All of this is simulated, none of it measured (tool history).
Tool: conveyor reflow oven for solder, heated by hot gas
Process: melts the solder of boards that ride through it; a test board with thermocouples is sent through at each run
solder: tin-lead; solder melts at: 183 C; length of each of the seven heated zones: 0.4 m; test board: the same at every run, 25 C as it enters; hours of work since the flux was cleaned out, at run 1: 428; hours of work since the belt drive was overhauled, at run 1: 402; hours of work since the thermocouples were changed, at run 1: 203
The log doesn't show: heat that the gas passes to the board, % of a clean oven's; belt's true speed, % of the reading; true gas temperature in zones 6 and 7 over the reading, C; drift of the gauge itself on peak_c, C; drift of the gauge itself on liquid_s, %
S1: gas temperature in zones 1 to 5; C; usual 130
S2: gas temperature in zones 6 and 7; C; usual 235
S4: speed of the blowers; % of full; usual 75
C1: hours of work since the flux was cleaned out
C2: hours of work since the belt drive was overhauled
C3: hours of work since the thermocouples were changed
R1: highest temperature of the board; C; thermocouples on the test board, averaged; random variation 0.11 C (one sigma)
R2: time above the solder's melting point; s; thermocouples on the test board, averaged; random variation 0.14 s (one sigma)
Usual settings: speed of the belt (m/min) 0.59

run 1 hour=0 | S1=130 S2=235 speed_of_the_belt_(m/min)=0.59 S4=75 | C1=428 C2=402 C3=203 | R1=216.6 R2=57.4
run 2 hour=13.8 | S1=130 S2=235 speed_of_the_belt_(m/min)=0.59 S4=75 | C1=438 C2=412 C3=214 | R1=216.5 R2=57.3
-- hour=32.7 flux residue cleaned out of gas plates and filters
run 3 hour=37.9 | S1=130 S2=235 speed_of_the_belt_(m/min)=0.59 S4=75 | C1=4 C2=426 C3=227 | R1=216.6 R2=57.3
run 4 hour=58.7 | S1=130 S2=235 speed_of_the_belt_(m/min)=0.59 S4=75 | C1=19 C2=441 C3=243 | R1=216.7 R2=57.6
run 5 hour=72.8 | S1=130 S2=235 speed_of_the_belt_(m/min)=0.59 S4=75 | C1=29 C2=451 C3=253 | R1=216.6 R2=57.6
run 6 hour=95.9 | S1=134 S2=235 speed_of_the_belt_(m/min)=0.59 S4=75 | C1=46 C2=468 C3=270 | R1=217.5 R2=59.9
run 7 hour=111.5 | S1=130 S2=235 speed_of_the_belt_(m/min)=0.59 S4=75 | C1=58 C2=480 C3=281 | R1=216.7 R2=57.6
run 8 hour=126.4 | S1=130 S2=242 speed_of_the_belt_(m/min)=0.59 S4=64 | C1=68 C2=491 C3=292 | R1=219.7 R2=59.3
run 9 hour=150.8 | S1=130 S2=235 speed_of_the_belt_(m/min)=0.564 S4=58 | C1=86 C2=508 C3=310 | R1=213.3 R2=56.5
run 10 hour=174.6 | S1=130 S2=235 speed_of_the_belt_(m/min)=0.564 S4=58 | C1=104 C2=526 C3=327 | R1=213.3 R2=56.2
run 11 hour=190.9 | S1=130 S2=235 speed_of_the_belt_(m/min)=0.564 S4=58 | C1=116 C2=538 C3=339 | R1=213.3 R2=56.4
run 12 hour=201.8 | S1=130 S2=235 speed_of_the_belt_(m/min)=0.564 S4=84 | C1=124 C2=546 C3=347 | R1=220.2 R2=63.8
run 13 hour=225.7 | S1=130 S2=237 speed_of_the_belt_(m/min)=0.501 S4=53 | C1=141 C2=563 C3=365 | R1=217.8 R2=68.5

Forecast each of these 3 alternatives for the next run:
run A hour=237.2 | S1=117 S2=240 speed_of_the_belt_(m/min)=0.585 S4=53 | C1=149 C2=572 C3=373 | R1=? R2=?
run B hour=237.2 | S1=130 S2=235 speed_of_the_belt_(m/min)=0.531 S4=88 | C1=149 C2=572 C3=373 | R1=? R2=?
run C hour=237.2 | S1=130 S2=231 speed_of_the_belt_(m/min)=0.603 S4=55 | C1=149 C2=572 C3=373 | R1=? R2=?

run=A R1=211.1 R2=47.7
run=B R1=222.6 R2=70.2
run=C R1=206.3 R2=44.6
Without the tool's hidden state the same runs would have given:
run=A R1=211.1 R2=47.7
run=B R1=222.6 R2=70.2
run=C R1=206.3 R2=44.6
